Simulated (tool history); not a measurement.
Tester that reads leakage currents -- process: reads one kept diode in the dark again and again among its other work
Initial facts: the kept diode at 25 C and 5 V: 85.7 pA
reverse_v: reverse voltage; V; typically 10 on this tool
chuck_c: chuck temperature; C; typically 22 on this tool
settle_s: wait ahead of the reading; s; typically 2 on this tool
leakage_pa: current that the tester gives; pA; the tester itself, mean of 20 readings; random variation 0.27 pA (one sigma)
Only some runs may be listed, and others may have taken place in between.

run,hour,reverse_v,chuck_c,settle_s,leakage_pa
1,0,10,22,2,89.41
2,34.3,10,22,2,89.8
3,77.9,10,22,2,89.44
# hour 100.3: probe card cleaned and baked
4,115.9,10,22,2,89.38
5,150.8,10,22,2,89.32
6,200.3,10,22,0.33,96.57
7,238.1,3.8,22,2,60.39
8,262.6,10,22,1.1,90.85
9,313.9,10,22,1.1,90.51
10,338.8,10,22,1.1,90.57
11,366.7,10,22,2,89.21
12,390.6,10,22,2.73,88.93
13,429.2,10,22,2.73,89.72
14,481.9,16.4,22,2.73,109.24
15,536.3,16.4,22,7.24,107.9
16,581,16.4,22,7.24,108.43
17,614.1,2.6,22,2,51.92
18,663.2,2.6,22,2,51.91
19,716.9,2.6,22,2,52.16
20,753,10,22,2,89.45
21,806.5,2.8,22,0.42,55.16
22,846.3,1.3,47,0.42,270.45
23,876.9,1.2,22,2,38.09
24,905.3,1.2,22,2,37.94
25,933,10,31,2,184.2
26,973.5,10,31,2,184.72
27,1013.7,10,31,2,184.27
28,1045.3,1.1,42,0.91,177.38
29,1083.8,1.1,42,0.91,175.75
30,1129.6,1.1,24,0.91,43.79
31,1165.2,5.3,22,2,68.93
32,1207.5,5.8,22,2,72.16
33,1243.2,5.8,24,2,84.88
34,1268.8,10.5,42,9.61,433.3
35,1302.1,10.5,42,9.61,430.56
36,1334.1,10.5,42,9.61,432.84
37,1373.7,10.5,42,9.61,431.31
38,1403.5,5,22,2,67.68
39,1427.7,8.7,30,8.23,160.98
40,1473.3,8.7,30,8.23,161.24

3 ways to go on from here, each from the tool as it stands after run 40. What would each give?
A,1499.5,2.9,32,3.7,?
B,1499.5,8.7,33,1.16,?
C,1499.5,1.6,35,0.62,?

run,leakage_pa
A,120.79
B,204.57
C,121.14
With the hidden condition removed and each run's random variation left untouched, the same runs would have given:
run,leakage_pa
A,120.89
B,204.72
C,121.24
